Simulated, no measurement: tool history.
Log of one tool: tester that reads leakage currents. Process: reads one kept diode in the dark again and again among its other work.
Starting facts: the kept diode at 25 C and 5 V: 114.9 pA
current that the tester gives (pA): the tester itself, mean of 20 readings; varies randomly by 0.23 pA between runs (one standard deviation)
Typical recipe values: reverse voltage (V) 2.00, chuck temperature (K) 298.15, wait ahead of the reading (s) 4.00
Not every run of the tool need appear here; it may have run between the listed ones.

| run | hour | reverse voltage (V) | chuck temperature (K) | wait ahead of the reading (s) | current that the tester gives (pA) |
|---|---|---|---|---|---|
| 1 | 0.0 | 2.00 | 298.15 | 4.00 | 73.12 |
| 2 | 81.3 | 2.00 | 323.15 | 4.00 | 444.98 |
| 3 | 145.8 | 2.00 | 323.15 | 0.45 | 445.63 |
| 4 | 265.1 | 2.00 | 298.15 | 4.00 | 72.15 |
| 5 | 390.1 | 2.00 | 298.15 | 4.00 | 71.91 |
| 6 | 519.7 | 2.00 | 298.15 | 4.00 | 71.13 |
| 7 | 643.7 | 2.00 | 298.15 | 4.00 | 70.13 |
|  | 666.2 | chuck's temperature calibrated |
| 8 | 764.4 | 2.00 | 298.15 | 4.00 | 74.42 |
| 9 | 830.7 | 2.00 | 325.15 | 4.00 | 514.48 |
| 10 | 924.9 | 1.59 | 298.15 | 4.00 | 65.66 |
| 11 | 1006.2 | 1.59 | 298.15 | 4.00 | 65.52 |
| 12 | 1109.9 | 2.00 | 322.15 | 4.00 | 412.89 |
| 13 | 1226.3 | 2.00 | 298.15 | 4.00 | 72.43 |
| 14 | 1331.7 | 2.00 | 298.15 | 4.00 | 71.69 |
| 15 | 1397.1 | 2.00 | 298.15 | 4.00 | 72.09 |
| 16 | 1479.9 | 13.55 | 308.15 | 4.70 | 382.65 |
|  | 1534.6 | chuck's temperature calibrated |
| 17 | 1551.6 | 3.04 | 310.15 | 4.70 | 225.31 |
| 18 | 1680.5 | 1.33 | 307.15 | 0.59 | 121.54 |
| 19 | 1756.6 | 1.02 | 307.15 | 0.59 | 106.09 |
| 20 | 1828.1 | 5.61 | 298.15 | 4.00 | 125.38 |
| 21 | 1903.2 | 5.61 | 298.15 | 4.00 | 125.01 |
| 22 | 1969.3 | 2.00 | 317.15 | 4.00 | 292.31 |
| 23 | 2035.9 | 2.00 | 326.15 | 4.00 | 535.46 |
| 24 | 2129.4 | 2.00 | 326.15 | 0.43 | 532.02 |
| 25 | 2218.0 | 2.00 | 326.15 | 0.43 | 529.59 |
| 26 | 2320.9 | 10.93 | 295.15 | 0.57 | 142.19 |
|  | 2409.2 | chuck's temperature calibrated |
| 27 | 2416.8 | 2.00 | 298.15 | 1.15 | 76.14 |
| 28 | 2525.3 | 4.47 | 298.15 | 4.00 | 113.80 |

For each run, the measured value with the value that run would have given without the tool's hidden condition subtracted. The run-to-run variation is shared by both, the gauge scatter possibly not:
Unlogged tool condition in this case: stray current of the dirty probe card, pA a volt; current scale over the true one, %; true chuck temperature over the reading, C; drift of the gauge itself on leakage_pa, %.
| run | current that the tester gives (pA) |
|---|---|
| 1 | -1.22 |
| 2 | -14.42 |
| 3 | -16.58 |
| 4 | -2.59 |
| 5 | -3.21 |
| 6 | -3.87 |
| 7 | -4.41 |
| 8 | -0.20 |
| 9 | -14.84 |
| 10 | -1.18 |
| 11 | -1.55 |
| 12 | -20.11 |
| 13 | -2.51 |
| 14 | -3.00 |
| 15 | -3.36 |
| 16 | -14.16 |
| 17 | -0.23 |
| 18 | -1.78 |
| 19 | -2.49 |
| 20 | +3.45 |
| 21 | +2.94 |
| 22 | -12.54 |
| 23 | -27.53 |
| 24 | -31.34 |
| 25 | -34.71 |
| 26 | +9.00 |
| 27 | +1.43 |
| 28 | +4.35 |
